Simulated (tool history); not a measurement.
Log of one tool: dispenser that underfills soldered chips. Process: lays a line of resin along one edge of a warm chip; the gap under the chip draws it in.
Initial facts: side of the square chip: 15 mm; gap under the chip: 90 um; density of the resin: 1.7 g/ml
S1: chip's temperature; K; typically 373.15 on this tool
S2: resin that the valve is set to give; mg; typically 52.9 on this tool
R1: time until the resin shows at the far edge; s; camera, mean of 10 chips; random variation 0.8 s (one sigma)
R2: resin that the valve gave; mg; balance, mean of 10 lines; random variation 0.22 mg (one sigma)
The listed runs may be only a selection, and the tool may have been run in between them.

{"run": 1, "hour": 0.0, "S1": 373.15, "S2": 52.9, "R1": 80.2, "R2": 53.23}
{"hour": 4.5, "done": "new syringe of resin"}
{"run": 2, "hour": 4.8, "S1": 373.15, "S2": 52.9, "R1": 69.7, "R2": 52.58}
{"run": 3, "hour": 10.9, "S1": 375.15, "S2": 52.9, "R1": 83.4, "R2": 52.51}
{"hour": 12.3, "done": "new syringe of resin"}
{"run": 4, "hour": 16.5, "S1": 375.15, "S2": 56.1, "R1": 76, "R2": 55.51}
{"hour": 20.2, "done": "new syringe of resin"}
{"run": 5, "hour": 24.5, "S1": 375.15, "S2": 56.1, "R1": 76.1, "R2": 55.02}
{"hour": 28.5, "done": "new syringe of resin"}
{"run": 6, "hour": 31.6, "S1": 381.15, "S2": 52.9, "R1": 57.2, "R2": 51.65}
{"hour": 36.5, "done": "new syringe of resin"}
{"run": 7, "hour": 37.8, "S1": 373.15, "S2": 52.9, "R1": 72.5, "R2": 51.39}
{"hour": 44.5, "done": "new syringe of resin"}
{"run": 8, "hour": 45.7, "S1": 373.15, "S2": 52.9, "R1": 74, "R2": 51.28}
{"run": 9, "hour": 51.7, "S1": 364.15, "S2": 52.9, "R1": 138.4, "R2": 50.93}
{"hour": 52.6, "done": "new syringe of resin"}
{"hour": 60.4, "done": "new syringe of resin"}
{"run": 10, "hour": 60.4, "S1": 364.15, "S2": 52.9, "R1": 100.7, "R2": 50.85}
{"run": 11, "hour": 65.3, "S1": 364.15, "S2": 52.9, "R1": 124.9, "R2": 50.37}
{"hour": 68.2, "done": "new syringe of resin"}
{"run": 12, "hour": 70.5, "S1": 365.15, "S2": 50.1, "R1": 109.2, "R2": 47.74}
{"hour": 76.2, "done": "new syringe of resin"}
{"run": 13, "hour": 77.3, "S1": 365.15, "S2": 50.1, "R1": 103.6, "R2": 48.02}
{"run": 14, "hour": 83.2, "S1": 374.15, "S2": 55.4, "R1": 88, "R2": 52.69}
{"hour": 84.7, "done": "new syringe of resin"}
{"run": 15, "hour": 88.2, "S1": 359.15, "S2": 52.9, "R1": 148.1, "R2": 50.11}
{"hour": 93.0, "done": "new syringe of resin"}
{"run": 16, "hour": 94.1, "S1": 384.15, "S2": 47.7, "R1": 48.7, "R2": 44.9}
{"run": 17, "hour": 97.7, "S1": 364.15, "S2": 65.7, "R1": 122.7, "R2": 61.86}
{"hour": 100.8, "done": "new syringe of resin"}
{"run": 18, "hour": 105.6, "S1": 375.15, "S2": 49.6, "R1": 80.1, "R2": 46.01}

Measured result minus the same run's result without the hidden state. Both carry the same run-to-run variation, though not necessarily the same gauge scatter:
The hidden state here: resin's viscosity, % of fresh resin's; dose that the valve gives, % of what is set; true chip temperature over the reading, C; drift of the gauge itself on fill_s, %; drift of the gauge itself on given_mg, %.
run=1 R1=+6.6 R2=-0.1
run=2 R1=-3.8 R2=-0.26
run=3 R1=+15.6 R2=-0.48
run=4 R1=+8.4 R2=-0.69
run=5 R1=+8.9 R2=-0.98
run=6 R1=+3.9 R2=-1.15
run=7 R1=-0.7 R2=-1.34
run=8 R1=-0.8 R2=-1.58
run=9 R1=+30.2 R2=-1.79
run=10 R1=-7.7 R2=-2.07
run=11 R1=+15.7 R2=-2.22
run=12 R1=+3.5 R2=-2.28
run=13 R1=-3.8 R2=-2.5
run=14 R1=+17.3 R2=-2.93
run=15 R1=+11.4 R2=-2.96
run=16 R1=-0.5 R2=-2.83
run=17 R1=+14 R2=-4.08
run=18 R1=+11 R2=-3.29
